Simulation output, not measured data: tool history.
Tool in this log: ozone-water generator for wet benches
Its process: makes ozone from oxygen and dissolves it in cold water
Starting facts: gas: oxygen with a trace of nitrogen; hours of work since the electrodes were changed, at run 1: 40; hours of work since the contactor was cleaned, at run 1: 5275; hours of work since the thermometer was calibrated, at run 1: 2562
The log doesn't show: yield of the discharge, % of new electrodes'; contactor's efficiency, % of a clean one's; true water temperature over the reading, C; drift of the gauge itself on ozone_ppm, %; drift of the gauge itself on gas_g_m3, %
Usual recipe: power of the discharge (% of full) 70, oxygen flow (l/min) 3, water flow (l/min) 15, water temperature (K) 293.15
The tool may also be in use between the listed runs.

| run | hour | power of the discharge (% of full) | oxygen flow (l/min) | water flow (l/min) | water temperature (K) | hours of work since the electrodes were changed | hours of work since the contactor was cleaned | hours of work since the thermometer was calibrated | dissolved ozone (ppm) | ozone in the gas ahead of the water (g/m3) |
|---|---|---|---|---|---|---|---|---|---|---|
| 1 | 0 | 70 | 3 | 15 | 293.15 | 40 | 5275 | 2562 | 20.3 | 278.7 |
| 2 | 27.1 | 70 | 3 | 15 | 293.15 | 58 | 5292 | 2580 | 20.2 | 280.8 |
| 3 | 64.1 | 70 | 3 | 15 | 293.15 | 82 | 5316 | 2604 | 20.2 | 280 |
| 4 | 101 | 70 | 3 | 15 | 293.15 | 106 | 5340 | 2628 | 20.5 | 278 |
| 5 | 130.5 | 70 | 3 | 15 | 293.15 | 125 | 5360 | 2647 | 20.5 | 279.5 |
| 6 | 160.3 | 95 | 3 | 15 | 293.15 | 145 | 5379 | 2667 | 26.1 | 356.6 |
| 7 | 198 | 92 | 3 | 15 | 293.15 | 169 | 5403 | 2691 | 25.2 | 344.2 |
| 8 | 234.5 | 70 | 3 | 15 | 293.15 | 193 | 5427 | 2715 | 20.3 | 277.6 |
| 9 | 263.6 | 70 | 3 | 15 | 291.15 | 212 | 5446 | 2734 | 20.7 | 278.7 |
| 10 | 305.4 | 70 | 3 | 15 | 291.15 | 239 | 5473 | 2761 | 20.6 | 278.1 |
| 11 | 337.8 | 70 | 3.71 | 15 | 293.15 | 260 | 5494 | 2782 | 20.7 | 249.2 |
| 12 | 372.8 | 70 | 3 | 15 | 293.15 | 283 | 5517 | 2805 | 20.2 | 277 |
| 13 | 411.5 | 51 | 3 | 15 | 293.15 | 308 | 5542 | 2830 | 16 | 216.6 |
| 14 | 445.2 | 70 | 2.24 | 15 | 293.15 | 330 | 5564 | 2852 | 19.2 | 319.4 |
| 15 | 466.9 | 70 | 3 | 15 | 293.15 | 344 | 5578 | 2866 | 19.9 | 276.8 |
|  | 475.6 | water thermometer calibrated |
| 16 | 499.6 | 70 | 3 | 15 | 288.15 | 365 | 5599 | 16 | 21.2 | 277.1 |
| 17 | 529.9 | 90 | 3 | 15 | 288.15 | 385 | 5619 | 35 | 26.1 | 335.9 |
| 18 | 570.7 | 56 | 2.16 | 15 | 293.15 | 411 | 5646 | 62 | 16.1 | 272.3 |
| 19 | 603.6 | 56 | 2.16 | 15 | 293.15 | 433 | 5667 | 83 | 15.9 | 273.4 |
| 20 | 630.4 | 70 | 3 | 16 | 293.15 | 450 | 5684 | 101 | 19 | 278.4 |
| 21 | 671.6 | 64 | 1.54 | 17 | 297.15 | 477 | 5711 | 128 | 14 | 360.5 |

Estimate the outcome of run 22 from the log above:
| 22 | 695.6 | 91 | 3 | 15 | 290.15 | 493 | 5727 | 143 | ? | ? |

{"run 22": {"dissolved ozone (ppm)": 25.4, "ozone in the gas ahead of the water (g/m3)": 337.4}}
Had the tool carried no hidden state, the very same run would have given dissolved ozone (ppm) 27.8, ozone in the gas ahead of the water (g/m3) 342.9.
